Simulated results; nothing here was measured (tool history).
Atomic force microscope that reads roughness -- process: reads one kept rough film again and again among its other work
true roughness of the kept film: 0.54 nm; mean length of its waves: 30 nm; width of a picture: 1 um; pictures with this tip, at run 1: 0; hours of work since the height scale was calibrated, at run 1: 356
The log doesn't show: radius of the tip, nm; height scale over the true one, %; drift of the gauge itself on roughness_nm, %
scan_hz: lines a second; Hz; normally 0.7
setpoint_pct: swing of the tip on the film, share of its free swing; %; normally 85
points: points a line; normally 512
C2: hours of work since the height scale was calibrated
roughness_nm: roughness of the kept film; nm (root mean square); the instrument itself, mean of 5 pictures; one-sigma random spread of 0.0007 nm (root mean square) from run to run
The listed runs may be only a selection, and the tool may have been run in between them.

Run 1, hour 0: usual settings; pictures with this tip 0; C2 356. Result: roughness_nm 0.4972 nm (root mean square).
Run 2, hour 16.3: usual settings; pictures with this tip 15; C2 366. Result: roughness_nm 0.4961 nm (root mean square).
Run 3, hour 27.2: usual settings; pictures with this tip 25; C2 373. Result: roughness_nm 0.494 nm (root mean square).
Run 4, hour 36.4: usual settings; pictures with this tip 33; C2 378. Result: roughness_nm 0.4936 nm (root mean square).
Run 5, hour 53.6: usual settings; pictures with this tip 49; C2 389. Result: roughness_nm 0.4909 nm (root mean square).
Run 6, hour 64.2: usual settings but points 278; pictures with this tip 59; C2 395. Result: roughness_nm 0.485 nm (root mean square).
Run 7, hour 85.3: usual settings but scan_hz 2.418 Hz, points 879; pictures with this tip 79; C2 408. Result: roughness_nm 0.423 nm (root mean square).
At hour 96.5: new tip fitted.
Run 8, hour 103.5: usual settings but scan_hz 2.418 Hz, points 879; pictures with this tip 6; C2 419. Result: roughness_nm 0.4285 nm (root mean square).
Run 9, hour 115: usual settings but points 282; pictures with this tip 17; C2 426. Result: roughness_nm 0.4889 nm (root mean square).
Run 10, hour 128.4: usual settings but scan_hz 1.137 Hz, setpoint_pct 80 %, points 400; pictures with this tip 30; C2 434. Result: roughness_nm 0.4831 nm (root mean square).
Run 11, hour 142.8: usual settings but scan_hz 1.137 Hz, setpoint_pct 80 %, points 400; pictures with this tip 43; C2 442. Result: roughness_nm 0.4825 nm (root mean square).
Run 12, hour 157.8: usual settings but scan_hz 1.137 Hz, setpoint_pct 80 %, points 400; pictures with this tip 57; C2 452. Result: roughness_nm 0.4813 nm (root mean square).

What if the next run were any one of these 3? Each begins from the tool's condition after run 12:
Run A, hour 178.5: usual settings but scan_hz 1.214 Hz, setpoint_pct 89 %, points 919; pictures with this tip 76; C2 464. Result: roughness_nm ?.
Run B, hour 178.5: usual settings but scan_hz 1.137 Hz, setpoint_pct 77 %, points 400; pictures with this tip 76; C2 464. Result: roughness_nm ?.
Run C, hour 178.5: usual settings but scan_hz 0.984 Hz, setpoint_pct 60 %, points 737; pictures with this tip 76; C2 464. Result: roughness_nm ?.

run  roughness_nm
  A        0.4587
  B         0.484
  C        0.5096
Without the tool's unlogged condition, the same runs would have read:
run  roughness_nm
  A        0.4647
  B        0.4904
  C        0.5163

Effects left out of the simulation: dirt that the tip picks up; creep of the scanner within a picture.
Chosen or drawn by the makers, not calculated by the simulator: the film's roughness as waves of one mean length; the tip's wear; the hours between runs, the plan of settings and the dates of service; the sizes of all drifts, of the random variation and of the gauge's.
